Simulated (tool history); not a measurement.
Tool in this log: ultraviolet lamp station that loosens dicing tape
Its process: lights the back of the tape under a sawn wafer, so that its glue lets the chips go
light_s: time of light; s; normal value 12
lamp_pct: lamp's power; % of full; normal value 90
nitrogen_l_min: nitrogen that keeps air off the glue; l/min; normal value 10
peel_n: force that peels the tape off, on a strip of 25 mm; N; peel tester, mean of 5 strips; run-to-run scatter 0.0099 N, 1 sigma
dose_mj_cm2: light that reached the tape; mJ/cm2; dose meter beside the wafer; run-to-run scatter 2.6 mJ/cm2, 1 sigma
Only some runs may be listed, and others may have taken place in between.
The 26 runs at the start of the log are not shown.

| run | hour | light_s | lamp_pct | nitrogen_l_min | peel_n | dose_mj_cm2 |
|---|---|---|---|---|---|---|
| 27 | 987.1 | 21 | 91 | 10 | 0.381 | 367 |
| 28 | 1011.8 | 12 | 92 | 7 | 1.317 | 211 |
| 29 | 1042.6 | 12 | 90 | 4 | 1.870 | 199 |
| 30 | 1087.3 | 12 | 90 | 4 | 1.908 | 199 |
| 31 | 1141.5 | 12 | 90 | 4 | 2.053 | 193 |
| 32 | 1173.7 | 11 | 62 | 7 | 2.780 | 117 |
| 33 | 1218.3 | 6 | 95 | 5 | 3.605 | 96 |
| 34 | 1246.3 | 14 | 95 | 5 | 1.398 | 226 |

Run 35 has not been measured yet. What should we expect?
|  | 1264.1 | window cleaned of glue's vapour |
| 35 | 1287.2 | 7 | 69 | 11 | ? | ? |

peel_n: 2.908 N
dose_mj_cm2: 91 mJ/cm2
The same run, on a tool lacking any hidden state, would have yielded peel_n 1.618 N, dose_mj_cm2 151 mJ/cm2.

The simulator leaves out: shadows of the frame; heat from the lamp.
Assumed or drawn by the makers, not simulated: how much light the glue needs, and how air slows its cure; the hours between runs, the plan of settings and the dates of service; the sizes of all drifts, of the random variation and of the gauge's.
